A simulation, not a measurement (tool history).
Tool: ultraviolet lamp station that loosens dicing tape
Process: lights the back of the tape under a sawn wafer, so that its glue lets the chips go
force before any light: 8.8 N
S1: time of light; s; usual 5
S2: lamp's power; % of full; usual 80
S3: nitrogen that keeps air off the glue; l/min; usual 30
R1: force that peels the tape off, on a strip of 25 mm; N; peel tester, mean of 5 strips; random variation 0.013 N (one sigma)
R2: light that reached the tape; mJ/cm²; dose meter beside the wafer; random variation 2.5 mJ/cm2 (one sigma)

run    hour  S1  S2  S3     R1   R2
  1       0   5  80  30  0.842  238
  2    38.3   5  80  30  0.897  241
  3    66.4   4  80  30  1.365  197
  4   113.2   4  80  30  1.292  188
  5   159.5   4  80  30  1.388  187
  6   191.5   4  80  30  1.395  189
  7     238   5  80  55  0.637  227
  8   265.6   5  80  21  1.285  229
      280.3  -- window cleaned of glue's vapour
  9   292.1   5  80  21  1.116  241
 10   334.5   5  80  21  1.106  242
 11   375.5   5  80  30  0.857  241
 12   409.8   5  80  30  0.858  236
 13   433.9   5  80  30  0.919  243
 14   466.9   5  91  30  0.709  268
 15   519.5   5  91  30  0.748  263
 16   548.5   5  91  30  0.754  265
 17     580   5  80  30  0.948  226
 18   635.4   5  80  30  0.995  230
 19   670.8   3  80  30  2.218  139
 20   708.1   5  80  30  0.996  224
 21   736.5   5  80  30  1.005  222
 22   775.9   5  80  30  1.061  214
 23   829.1   4  73  30  1.766  162
 24   862.1   4  73  30  1.784  161
 25   894.3   2  84  30   3.56   90
      936.2  -- window cleaned of glue's vapour
 26   936.2   9  84  21  0.393  431
 27   986.8   9  84  21  0.396  428
     1022.3  -- lamp changed
 28  1040.7   8  82  21  0.338  482
 29  1081.3   3  82  29  1.504  180
 30  1105.6   7  77  29  0.397  394
 31  1161.2   5  89  13  0.966  318
 32  1210.5   5  89  58  0.365  318
 33  1239.9   5  89  12  1.101  316
 34  1281.4   5  90  34  0.497  318
 35  1333.3   5  88  30  0.541  308
 36  1360.9   5  88  21  0.732  307
 37  1385.4   3  69  34  1.898  144
 38  1428.6   3  69  34  1.901  140
 39  1479.1   6  80  13  0.943  329
 40  1531.6   6  63  13  1.436  256
 41    1590   5  73  30   0.88  241
     1594.5  -- window cleaned of glue's vapour
 42    1633   5  84  56  0.399  301
 43  1670.1   5  84  56  0.415  299

Forecast each of these 3 alternatives for the next run:
  A  1721.5   6  68  24   ?   ?
  B  1721.5   3  84  56   ?   ?
  C  1721.5   8  99  17   ?   ?

run     R1   R2
  A  0.755  282
  B  1.063  174
  C  0.317  552
Without the tool's hidden state the same runs would have given:
run     R1   R2
  A  0.651  305
  B  0.921  189
  C  0.293  597
